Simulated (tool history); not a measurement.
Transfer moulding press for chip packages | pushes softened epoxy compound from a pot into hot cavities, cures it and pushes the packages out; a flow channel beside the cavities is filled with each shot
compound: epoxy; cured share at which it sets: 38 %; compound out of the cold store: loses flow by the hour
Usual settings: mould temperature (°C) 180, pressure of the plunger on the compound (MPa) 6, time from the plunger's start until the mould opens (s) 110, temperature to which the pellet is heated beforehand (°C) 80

| run | hour | mould temperature (°C) | pressure of the plunger on the compound (MPa) | time from the plunger's start until the mould opens (s) | temperature to which the pellet is heated beforehand (°C) | incoming compound's hours out of the cold store | length that the compound runs in the flow channel (mm) | greatest force on the pins that push the packages out (N) |
|---|---|---|---|---|---|---|---|---|
| 1 | 0 | 180 | 6 | 110 | 80 | 8.1 | 544 | 260 |
|  | 2.9 | cavities cleaned with cleaning compound and waxed |
| 2 | 21.6 | 180 | 6 | 110 | 80 | 23.9 | 510 | 212 |
| 3 | 50.2 | 180 | 6 | 110 | 80 | 38.3 | 472 | 242 |
|  | 59 | cavities cleaned with cleaning compound and waxed |
|  | 74.3 | plunger's sealing rings changed |
| 4 | 84.1 | 180 | 6 | 110 | 80 | 9.3 | 581 | 225 |
| 5 | 98.8 | 180 | 6 | 110 | 80 | 36.7 | 499 | 240 |
|  | 115.9 | cavities cleaned with cleaning compound and waxed |
| 6 | 121.7 | 180 | 6 | 110 | 80 | 16.9 | 549 | 201 |
| 7 | 144.6 | 180 | 6 | 110 | 80 | 12.7 | 565 | 229 |
| 8 | 163.8 | 180 | 6 | 110 | 80 | 38.6 | 489 | 245 |
|  | 169.6 | cavities cleaned with cleaning compound and waxed |
| 9 | 197.9 | 180 | 6 | 110 | 80 | 47.9 | 468 | 226 |
|  | 224.1 | cavities cleaned with cleaning compound and waxed |
| 10 | 225.4 | 180 | 6 | 110 | 80 | 22.5 | 530 | 180 |
| 11 | 252.2 | 180 | 6 | 110 | 80 | 45.8 | 473 | 230 |
| 12 | 266.9 | 180 | 6 | 110 | 80 | 34.9 | 504 | 250 |
|  | 278.7 | cavities cleaned with cleaning compound and waxed |
| 13 | 281.9 | 180 | 6 | 110 | 87 | 35.4 | 496 | 182 |
|  | 290.9 | mould's thermocouples calibrated |
| 14 | 316.9 | 180 | 4.55 | 110 | 87 | 21.9 | 455 | 228 |
|  | 335.5 | cavities cleaned with cleaning compound and waxed |
| 15 | 337.5 | 184 | 5.31 | 108 | 87 | 22.2 | 476 | 174 |
| 16 | 365.3 | 180 | 6 | 110 | 86 | 11.1 | 551 | 230 |
| 17 | 381 | 184 | 6 | 107 | 76 | 31.1 | 479 | 226 |
|  | 389.5 | cavities cleaned with cleaning compound and waxed |
| 18 | 402.8 | 184 | 6 | 107 | 76 | 31.7 | 491 | 189 |
| 19 | 434 | 177 | 5.61 | 118 | 80 | 43 | 459 | 242 |
|  | 445.8 | cavities cleaned with cleaning compound and waxed |
| 20 | 461.1 | 188 | 6 | 110 | 80 | 8.6 | 538 | 185 |
| 21 | 490.4 | 180 | 6.17 | 142 | 73 | 29.1 | 506 | 222 |
|  | 501.4 | cavities cleaned with cleaning compound and waxed |
| 22 | 517.1 | 177 | 5.03 | 98 | 85 | 24.1 | 469 | 286 |
| 23 | 542.4 | 188 | 6 | 115 | 80 | 33 | 471 | 207 |
|  | 556 | cavities cleaned with cleaning compound and waxed |
| 24 | 575.8 | 180 | 4.64 | 123 | 80 | 38.2 | 416 | 189 |
| 25 | 592.3 | 180 | 4.64 | 123 | 80 | 35.2 | 418 | 196 |
|  | 611.4 | cavities cleaned with cleaning compound and waxed |
| 26 | 623.7 | 180 | 4.87 | 110 | 80 | 8.6 | 498 | 202 |
| 27 | 638.8 | 185 | 5.1 | 124 | 85 | 12.1 | 482 | 194 |

Forecast each of these 3 alternatives for the next run:
|  | 644.2 | plunger's sealing rings changed |
| A | 662.7 | 177 | 6.24 | 110 | 80 | 38.5 | ? | ? |
|  | 644.2 | plunger's sealing rings changed |
| B | 662.7 | 176 | 7.2 | 124 | 85 | 31.5 | ? | ? |
|  | 644.2 | plunger's sealing rings changed |
| C | 662.7 | 185 | 5.98 | 124 | 85 | 42 | ? | ? |

| run | length that the compound runs in the flow channel (mm) | greatest force on the pins that push the packages out (N) |
|---|---|---|
| A | 513 | 278 |
| B | 567 | 237 |
| C | 479 | 222 |
Without the tool's hidden state the same runs would have given:
| run | length that the compound runs in the flow channel (mm) | greatest force on the pins that push the packages out (N) |
|---|---|---|
| A | 515 | 200 |
| B | 568 | 169 |
| C | 480 | 160 |

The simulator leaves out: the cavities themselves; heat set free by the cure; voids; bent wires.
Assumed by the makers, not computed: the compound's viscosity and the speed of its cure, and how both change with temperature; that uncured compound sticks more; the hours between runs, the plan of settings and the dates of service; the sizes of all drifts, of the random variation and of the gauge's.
